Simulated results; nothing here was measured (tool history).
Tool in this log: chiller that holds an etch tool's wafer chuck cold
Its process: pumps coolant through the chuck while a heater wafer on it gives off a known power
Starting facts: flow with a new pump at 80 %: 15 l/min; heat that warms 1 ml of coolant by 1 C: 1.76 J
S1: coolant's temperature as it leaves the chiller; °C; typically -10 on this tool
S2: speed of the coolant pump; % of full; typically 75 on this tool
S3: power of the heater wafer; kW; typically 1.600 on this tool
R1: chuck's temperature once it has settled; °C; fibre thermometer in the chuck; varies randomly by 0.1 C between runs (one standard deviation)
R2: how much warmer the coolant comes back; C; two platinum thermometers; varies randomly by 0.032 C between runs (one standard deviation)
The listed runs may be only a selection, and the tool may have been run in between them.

Run 1, hour 0.0: usual settings. Result: R1 11.1 °C, R2 3.97 C.
Run 2, hour 59.2: usual settings. Result: R1 11.1 °C, R2 3.91 C.
Run 3, hour 114.3: usual settings. Result: R1 11.2 °C, R2 3.94 C.
Run 4, hour 171.8: usual settings. Result: R1 11.3 °C, R2 3.95 C.
Run 5, hour 202.3: usual settings. Result: R1 11.2 °C, R2 3.94 C.
Run 6, hour 272.1: usual settings. Result: R1 11.4 °C, R2 4.01 C.
Run 7, hour 336.9: usual settings. Result: R1 11.6 °C, R2 4.01 C.
Run 8, hour 388.2: usual settings. Result: R1 11.6 °C, R2 3.96 C.
At hour 401.4: chiller's thermometer calibrated.
Run 9, hour 420.4: usual settings. Result: R1 12.1 °C, R2 4.02 C.
Run 10, hour 451.9: usual settings. Result: R1 12.3 °C, R2 4.03 C.
Run 11, hour 486.3: usual settings. Result: R1 12.4 °C, R2 3.98 C.
Run 12, hour 528.3: usual settings. Result: R1 12.4 °C, R2 3.98 C.
Run 13, hour 565.2: usual settings. Result: R1 12.4 °C, R2 4.05 C.
Run 14, hour 598.7: usual settings. Result: R1 12.5 °C, R2 4.02 C.
Run 15, hour 657.8: usual settings. Result: R1 12.5 °C, R2 4.05 C.
Run 16, hour 711.6: usual settings. Result: R1 12.7 °C, R2 4.04 C.
Run 17, hour 745.3: usual settings. Result: R1 12.7 °C, R2 4.02 C.
Run 18, hour 814.2: usual settings. Result: R1 12.7 °C, R2 3.99 C.
Run 19, hour 858.4: usual settings but S1 -5 °C, S2 72 % of full, S3 0.938 kW. Result: R1 8.8 °C, R2 2.46 C.
Run 20, hour 904.3: usual settings but S1 -7 °C, S2 89 % of full, S3 0.957 kW. Result: R1 4.7 °C, R2 1.98 C.
Run 21, hour 934.9: usual settings but S1 -7 °C, S2 70 % of full, S3 0.808 kW. Result: R1 5.2 °C, R2 2.17 C.
Run 22, hour 984.1: usual settings but S1 -7 °C, S2 70 % of full, S3 0.808 kW. Result: R1 5.2 °C, R2 2.18 C.
At hour 992.2: coolant pump overhauled.
Run 23, hour 1055.3: usual settings but S1 -7 °C, S2 70 % of full, S3 0.808 kW. Result: R1 5.5 °C, R2 2.22 C.
Run 24, hour 1126.2: usual settings but S1 -9 °C, S2 71 % of full, S3 1.011 kW. Result: R1 6.2 °C, R2 2.74 C.
At hour 1161.3: coolant pump overhauled, once more.
Run 25, hour 1188.1: usual settings but S1 -9 °C, S2 71 % of full, S3 1.011 kW. Result: R1 5.8 °C, R2 2.59 C.
Run 26, hour 1246.7: usual settings but S1 -15 °C, S2 88 % of full, S3 2.303 kW. Result: R1 13.0 °C, R2 4.72 C.
Run 27, hour 1301.2: usual settings but S1 -15 °C, S2 88 % of full, S3 2.303 kW. Result: R1 13.3 °C, R2 4.78 C.
Run 28, hour 1342.3: usual settings but S3 2.235 kW. Result: R1 21.6 °C, R2 5.50 C.
Run 29, hour 1378.6: usual settings but S1 -13 °C, S3 0.980 kW. Result: R1 0.8 °C, R2 2.44 C.
Run 30, hour 1440.0: usual settings but S1 -3 °C, S3 0.947 kW. Result: R1 10.2 °C, R2 2.37 C.
Run 31, hour 1508.0: usual settings but S1 -3 °C, S3 0.947 kW. Result: R1 10.6 °C, R2 2.33 C.
Run 32, hour 1575.5: usual settings but S1 -8 °C, S2 71 % of full. Result: R1 16.2 °C, R2 4.27 C.

Consider 4 possible next runs. They are alternatives, not a sequence: every one starts from the tool as it was left by run 32. What does each give?
Run A, hour 1621.1: usual settings but S1 -8 °C, S2 71 % of full, S3 1.414 kW. Result: R1 ?, R2 ?.
Run B, hour 1621.1: usual settings but S1 -5 °C, S3 1.943 kW. Result: R1 ?, R2 ?.
Run C, hour 1621.1: usual settings but S1 -5 °C, S2 93 % of full, S3 0.822 kW. Result: R1 ?, R2 ?.
Run D, hour 1621.1: usual settings but S1 -3 °C, S2 63 % of full. Result: R1 ?, R2 ?.

run    R1    R2
  A  13.2  3.74
  B  22.9  4.80
  C   4.4  1.58
  D  23.9  4.84
Take away the tool's hidden state, keep each run's random variation, and the runs would have read:
run    R1    R2
  A  11.3  3.68
  B  20.3  4.73
  C   3.8  1.56
  D  21.4  4.77

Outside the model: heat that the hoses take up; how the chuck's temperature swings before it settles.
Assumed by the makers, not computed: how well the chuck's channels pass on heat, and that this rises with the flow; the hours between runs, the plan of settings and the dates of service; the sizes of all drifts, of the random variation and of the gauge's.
